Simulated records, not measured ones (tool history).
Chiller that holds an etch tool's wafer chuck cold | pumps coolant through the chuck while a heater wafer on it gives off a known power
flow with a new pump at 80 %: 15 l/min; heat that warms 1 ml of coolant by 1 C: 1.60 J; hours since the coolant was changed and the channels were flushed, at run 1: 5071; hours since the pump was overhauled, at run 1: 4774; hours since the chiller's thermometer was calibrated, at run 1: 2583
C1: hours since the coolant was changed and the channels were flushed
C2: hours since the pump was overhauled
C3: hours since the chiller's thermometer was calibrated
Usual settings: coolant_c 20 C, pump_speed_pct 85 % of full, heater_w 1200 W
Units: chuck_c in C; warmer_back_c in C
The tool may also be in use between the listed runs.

run 1 hour=0 | coolant_c=20 pump_speed_pct=85 heater_w=1200 | C1=5071 C2=4774 C3=2583 | chuck_c=34.1 warmer_back_c=3.02
run 2 hour=102.8 | coolant_c=20 pump_speed_pct=85 heater_w=1200 | C1=5174 C2=4877 C3=2686 | chuck_c=34.2 warmer_back_c=3.09
run 3 hour=210.3 | coolant_c=11 pump_speed_pct=85 heater_w=1200 | C1=5282 C2=4984 C3=2793 | chuck_c=25.2 warmer_back_c=3
run 4 hour=424.7 | coolant_c=11 pump_speed_pct=85 heater_w=1200 | C1=5496 C2=5199 C3=3008 | chuck_c=25.3 warmer_back_c=3.03
run 5 hour=593.5 | coolant_c=11 pump_speed_pct=66 heater_w=1200 | C1=5665 C2=5368 C3=3177 | chuck_c=27.7 warmer_back_c=3.89
run 6 hour=750.4 | coolant_c=12 pump_speed_pct=85 heater_w=1200 | C1=5822 C2=5525 C3=3334 | chuck_c=26.3 warmer_back_c=3.02
run 7 hour=934.5 | coolant_c=12 pump_speed_pct=85 heater_w=1200 | C1=6006 C2=5709 C3=3518 | chuck_c=26.5 warmer_back_c=3.02
-- hour=1078.5 chiller's thermometer calibrated
run 8 hour=1110.6 | coolant_c=12 pump_speed_pct=85 heater_w=1200 | C1=6181 C2=5884 C3=32 | chuck_c=26.1 warmer_back_c=3.08
-- hour=1177.8 coolant changed, channels flushed
run 9 hour=1336.1 | coolant_c=20 pump_speed_pct=72 heater_w=1200 | C1=158 C2=6103 C3=252 | chuck_c=34.3 warmer_back_c=3.58
run 10 hour=1543.8 | coolant_c=13 pump_speed_pct=72 heater_w=1200 | C1=366 C2=6311 C3=459 | chuck_c=27.5 warmer_back_c=3.64
run 11 hour=1703.6 | coolant_c=13 pump_speed_pct=72 heater_w=1582 | C1=526 C2=6471 C3=619 | chuck_c=32 warmer_back_c=4.74
run 12 hour=1826.7 | coolant_c=13 pump_speed_pct=67 heater_w=1364 | C1=649 C2=6594 C3=742 | chuck_c=30.2 warmer_back_c=4.43
run 13 hour=2012.5 | coolant_c=15 pump_speed_pct=77 heater_w=1200 | C1=835 C2=6780 C3=928 | chuck_c=28.9 warmer_back_c=3.42
run 14 hour=2170.6 | coolant_c=15 pump_speed_pct=85 heater_w=967 | C1=993 C2=6938 C3=1086 | chuck_c=25.9 warmer_back_c=2.48
run 15 hour=2392.9 | coolant_c=14 pump_speed_pct=79 heater_w=776 | C1=1215 C2=7160 C3=1308 | chuck_c=23.3 warmer_back_c=2.18
run 16 hour=2543 | coolant_c=14 pump_speed_pct=79 heater_w=776 | C1=1365 C2=7310 C3=1458 | chuck_c=23.2 warmer_back_c=2.22
run 17 hour=2713.3 | coolant_c=14 pump_speed_pct=79 heater_w=776 | C1=1536 C2=7480 C3=1629 | chuck_c=23.3 warmer_back_c=2.19
run 18 hour=2844.8 | coolant_c=20 pump_speed_pct=69 heater_w=654 | C1=1667 C2=7612 C3=1760 | chuck_c=28.5 warmer_back_c=2.1
run 19 hour=3067.1 | coolant_c=20 pump_speed_pct=69 heater_w=654 | C1=1889 C2=7834 C3=1983 | chuck_c=28.6 warmer_back_c=2.1

How the hidden state differs across the entries between the runs, from the last listed run before each to the first after it:
Between runs 7 and 8: chiller's thermometer calibrated (hour 1078.5)
  heat passed by the chuck's channels, % of clean ones': 90.3 -> 90; flow at a given pump speed, % of a new pump's: 92.2 -> 91.9; coolant's true temperature over the reading, C: 0.48 -> 0.01
  measured less the result without the state, chuck_c: +2.3 -> +1.9 C; warmer_back_c: +0.24 -> +0.25 C
Between runs 8 and 9: coolant changed, channels flushed (hour 1177.8)
  heat passed by the chuck's channels, % of clean ones': 90 -> 99.7; flow at a given pump speed, % of a new pump's: 91.9 -> 91.6; coolant's true temperature over the reading, C: 0.01 -> 0.04
  measured less the result without the state, chuck_c: +1.9 -> +0.8 C; warmer_back_c: +0.25 -> +0.3 C

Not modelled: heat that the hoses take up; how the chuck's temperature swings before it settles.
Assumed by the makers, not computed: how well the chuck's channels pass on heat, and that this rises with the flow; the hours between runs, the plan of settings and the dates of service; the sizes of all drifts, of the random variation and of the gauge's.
